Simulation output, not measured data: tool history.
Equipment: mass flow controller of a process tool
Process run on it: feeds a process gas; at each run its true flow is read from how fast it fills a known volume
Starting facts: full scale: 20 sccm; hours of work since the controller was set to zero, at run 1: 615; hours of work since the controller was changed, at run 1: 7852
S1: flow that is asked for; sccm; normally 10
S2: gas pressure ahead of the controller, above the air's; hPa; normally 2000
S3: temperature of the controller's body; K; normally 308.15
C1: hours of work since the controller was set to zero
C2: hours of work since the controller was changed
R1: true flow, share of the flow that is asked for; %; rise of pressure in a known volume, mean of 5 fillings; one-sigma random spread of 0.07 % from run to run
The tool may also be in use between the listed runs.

run,hour,S1,S2,S3,C1,C2,R1
1,0.0,10,2000,308.15,615,7852,97.01
2,204.0,10,2000,308.15,772,8009,96.84
3,436.5,10,2000,308.15,950,8187,96.98
4,671.9,10,2000,308.15,1131,8368,96.76
5,869.9,10,2000,308.15,1284,8521,96.78
6,1096.0,10,2000,308.15,1458,8694,96.80
7,1384.4,10,2000,308.15,1679,8916,96.70
8,1673.3,10,2000,308.15,1901,9138,96.63
9,1942.3,11,2000,308.15,2108,9345,96.72
10,2116.6,11,2000,308.15,2242,9479,96.61
11,2332.6,11,2000,308.15,2408,9645,96.62
12,2559.4,11,2000,308.15,2583,9820,96.65
13,2729.0,10,2000,308.15,2713,9950,96.57
14,2963.4,10,2000,308.15,2893,10130,96.39
15,3174.3,2,2000,308.15,3056,10292,93.83
16,3410.2,2,2000,312.15,3237,10474,93.45
17,3566.3,10,2000,307.15,3357,10594,96.37
18,3736.3,10,2000,308.15,3488,10724,96.32
19,4011.2,5,2520,308.15,3699,10936,94.95
20,4165.2,9,1560,308.15,3817,11054,96.31
21,4307.8,9,1500,308.15,3927,11164,96.19
22,4492.8,3,1910,308.15,4069,11306,94.19
23,4685.0,4,2640,306.15,4217,11454,94.58
24,4833.6,4,2640,306.15,4331,11568,94.46
25,4997.9,7,1400,295.15,4458,11694,97.00
26,5183.5,17,2000,301.15,4600,11837,97.53
27,5443.5,17,2000,301.15,4800,12037,97.49
28,5583.5,17,2330,301.15,4908,12145,97.28
29,5788.9,17,2330,301.15,5066,12303,97.23
30,6036.1,17,1970,310.15,5256,12493,96.70
31,6274.7,17,1970,310.15,5439,12676,96.65
32,6558.6,17,1970,310.15,5658,12894,96.51
33,6723.4,17,1970,310.15,5784,13021,96.53
34,6897.4,17,1970,310.15,5918,13155,96.54
35,7042.0,10,1610,308.15,6029,13266,95.92
36,7223.1,12,2050,307.15,6169,13405,96.03

3 ways to go on from here, each from the tool as it stands after run 36. What would each give?
A,7491.7,12,2400,307.15,6375,13612,?
B,7491.7,5,2050,298.15,6375,13612,?
C,7491.7,4,1840,302.15,6375,13612,?

run,R1
A,95.74
B,95.04
C,94.27
Without the tool's hidden state the same runs would have given:
run,R1
A,98.20
B,98.47
C,98.12
